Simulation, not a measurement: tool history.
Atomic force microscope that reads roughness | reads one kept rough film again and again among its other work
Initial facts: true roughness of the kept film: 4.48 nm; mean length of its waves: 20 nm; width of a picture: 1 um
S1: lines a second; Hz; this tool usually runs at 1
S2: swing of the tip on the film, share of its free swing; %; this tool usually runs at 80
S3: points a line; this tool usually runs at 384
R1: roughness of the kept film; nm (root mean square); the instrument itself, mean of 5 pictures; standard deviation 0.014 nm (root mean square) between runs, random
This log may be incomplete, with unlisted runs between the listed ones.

| run | hour | S1 | S2 | S3 | R1 |
|---|---|---|---|---|---|
| 1 | 0 | 1 | 80 | 384 | 2.964 |
| 2 | 10.2 | 1 | 80 | 384 | 2.79 |
| 3 | 16.7 | 1 | 80 | 804 | 2.735 |
| 4 | 22.7 | 0.52 | 80 | 384 | 2.755 |
| 5 | 27.2 | 0.52 | 80 | 384 | 2.695 |
| 6 | 35.6 | 0.52 | 80 | 384 | 2.571 |
| 7 | 45.2 | 0.52 | 80 | 384 | 2.47 |
|  | 47.7 | new tip fitted |
| 8 | 54 | 0.52 | 80 | 384 | 3.239 |
| 9 | 61.1 | 1 | 80 | 384 | 2.953 |
| 10 | 68.1 | 1 | 80 | 384 | 2.837 |
| 11 | 76.7 | 1 | 80 | 384 | 2.714 |
| 12 | 83.2 | 1 | 80 | 384 | 2.638 |
| 13 | 91.7 | 1 | 80 | 384 | 2.49 |
|  | 93.3 | height scale calibrated on a step standard |
| 14 | 102.9 | 1 | 80 | 384 | 2.356 |
|  | 107.7 | new tip fitted |
| 15 | 108.8 | 1 | 80 | 384 | 3.201 |
| 16 | 116.5 | 1 | 64 | 384 | 3.227 |
| 17 | 123.4 | 1 | 64 | 384 | 3.085 |
| 18 | 128.3 | 1.59 | 64 | 384 | 2.926 |
| 19 | 137.1 | 0.7 | 64 | 351 | 2.876 |
|  | 139.7 | height scale calibrated on a step standard, once more |
| 20 | 143.3 | 1 | 72 | 345 | 2.712 |
| 21 | 153.7 | 0.5 | 72 | 411 | 2.688 |
| 22 | 164.1 | 2.1 | 58 | 384 | 2.466 |
|  | 167.9 | new tip fitted |
| 23 | 173.3 | 2.1 | 58 | 384 | 3.28 |

Forecast run 24:
| 24 | 180 | 2.87 | 80 | 314 | ? |

Run 24 gave R1 2.504 nm (root mean square).
If the tool had no hidden condition, the same run with the same run-to-run variation would have returned R1 2.7 nm (root mean square).
